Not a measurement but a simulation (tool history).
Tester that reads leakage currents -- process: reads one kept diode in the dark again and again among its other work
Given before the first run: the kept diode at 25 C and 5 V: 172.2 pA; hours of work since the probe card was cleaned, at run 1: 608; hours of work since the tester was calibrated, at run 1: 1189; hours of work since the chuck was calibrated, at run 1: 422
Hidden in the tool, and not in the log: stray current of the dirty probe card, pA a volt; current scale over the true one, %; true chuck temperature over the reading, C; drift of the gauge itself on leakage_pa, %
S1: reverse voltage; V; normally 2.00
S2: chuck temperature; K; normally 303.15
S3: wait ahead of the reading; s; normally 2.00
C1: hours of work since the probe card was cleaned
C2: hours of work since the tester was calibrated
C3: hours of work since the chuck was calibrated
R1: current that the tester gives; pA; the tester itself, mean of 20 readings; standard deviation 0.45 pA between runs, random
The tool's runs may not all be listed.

Run 1, hour 0.0: usual settings; C1 608; C2 1189; C3 422. Result: R1 156.31 pA.
Run 2, hour 205.8: usual settings but S3 2.38 s; C1 714; C2 1296; C3 529. Result: R1 157.52 pA.
Run 3, hour 353.3: usual settings but S3 2.38 s; C1 791; C2 1372; C3 605. Result: R1 158.56 pA.
Run 4, hour 483.8: usual settings but S3 2.38 s; C1 858; C2 1439; C3 672. Result: R1 159.42 pA.
Run 5, hour 735.6: usual settings but S3 2.38 s; C1 988; C2 1569; C3 802. Result: R1 160.72 pA.
Run 6, hour 886.6: usual settings but S3 2.38 s; C1 1066; C2 1647; C3 880. Result: R1 162.18 pA.
Run 7, hour 1053.7: usual settings but S3 2.38 s; C1 1152; C2 1733; C3 966. Result: R1 164.02 pA.
Run 8, hour 1210.7: usual settings but S3 2.38 s; C1 1233; C2 1814; C3 1047. Result: R1 164.68 pA.
Run 9, hour 1330.5: usual settings but S1 16.38 V; C1 1295; C2 1876; C3 1109. Result: R1 557.51 pA.
Run 10, hour 1482.6: usual settings but S1 16.38 V, S3 0.67 s; C1 1374; C2 1955; C3 1188. Result: R1 564.70 pA.
Run 11, hour 1688.0: usual settings but S1 16.38 V, S3 0.67 s; C1 1480; C2 2061; C3 1294. Result: R1 568.83 pA.
Run 12, hour 1930.5: usual settings but S1 7.09 V, S3 0.67 s; C1 1605; C2 2186; C3 1419. Result: R1 351.90 pA.
At hour 2040.2: chuck's temperature calibrated.
Run 13, hour 2063.6: usual settings but S1 2.44 V, S3 0.67 s; C1 1672; C2 2254; C3 12. Result: R1 174.34 pA.
At hour 2192.1: tester calibrated.
Run 14, hour 2206.7: usual settings but S1 2.85 V, S3 4.20 s; C1 1745; C2 8; C3 85. Result: R1 186.54 pA.
Run 15, hour 2499.8: usual settings but S1 8.96 V, S3 3.60 s; C1 1897; C2 159; C3 236. Result: R1 369.02 pA.
Run 16, hour 2694.4: usual settings but S2 313.15 K, S3 0.85 s; C1 1997; C2 259; C3 337. Result: R1 314.33 pA.
Run 17, hour 2945.7: usual settings but S1 6.18 V, S2 305.15 K, S3 0.85 s; C1 2127; C2 389; C3 466. Result: R1 350.58 pA.
Run 18, hour 3077.7: usual settings but S1 4.73 V, S2 321.15 K, S3 0.51 s; C1 2195; C2 457; C3 535. Result: R1 887.64 pA.
Run 19, hour 3273.7: usual settings but S1 13.66 V, S2 306.15 K, S3 1.11 s; C1 2296; C2 558; C3 636. Result: R1 601.99 pA.
Run 20, hour 3565.0: usual settings but S1 13.66 V, S2 306.15 K, S3 1.11 s; C1 2446; C2 709; C3 786. Result: R1 609.08 pA.
Run 21, hour 3854.2: usual settings but S1 13.66 V, S2 306.15 K, S3 1.11 s; C1 2596; C2 858; C3 935. Result: R1 619.19 pA.
Run 22, hour 4008.8: usual settings but S1 13.66 V, S2 306.15 K, S3 1.11 s; C1 2676; C2 938; C3 1015. Result: R1 624.84 pA.
Run 23, hour 4168.0: usual settings but S2 313.15 K, S3 0.49 s; C1 2758; C2 1020; C3 1097. Result: R1 331.56 pA.
Run 24, hour 4443.7: usual settings but S2 313.15 K, S3 0.49 s; C1 2900; C2 1162; C3 1240. Result: R1 335.98 pA.
Run 25, hour 4733.6: usual settings but S2 313.15 K, S3 0.49 s; C1 3050; C2 1312; C3 1389. Result: R1 338.61 pA.
At hour 4894.1: chuck's temperature calibrated.
Run 26, hour 4981.8: usual settings but S1 5.85 V, S2 313.15 K, S3 0.49 s; C1 3177; C2 1439; C3 45. Result: R1 579.13 pA.

Below are 4 alternative next runs, each starting from the tool's condition after run 26. Predict each:
Run A, hour 5189.7: usual settings but S1 2.20 V, S2 313.15 K, S3 1.56 s; C1 3284; C2 1546; C3 153. Result: R1 ?.
Run B, hour 5189.7: usual settings but S1 1.06 V, S2 301.15 K, S3 0.49 s; C1 3284; C2 1546; C3 153. Result: R1 ?.
Run C, hour 5189.7: usual settings but S1 11.78 V, S2 330.15 K, S3 0.38 s; C1 3284; C2 1546; C3 153. Result: R1 ?.
Run D, hour 5189.7: usual settings but S1 5.39 V; C1 3284; C2 1546; C3 153. Result: R1 ?.

run       R1
  A   330.82
  B    93.32
  C  2577.19
  D   276.06
What these runs would have given with no unlogged condition in the tool:
run       R1
  A   321.28
  B    89.80
  C  2513.32
  D   261.43
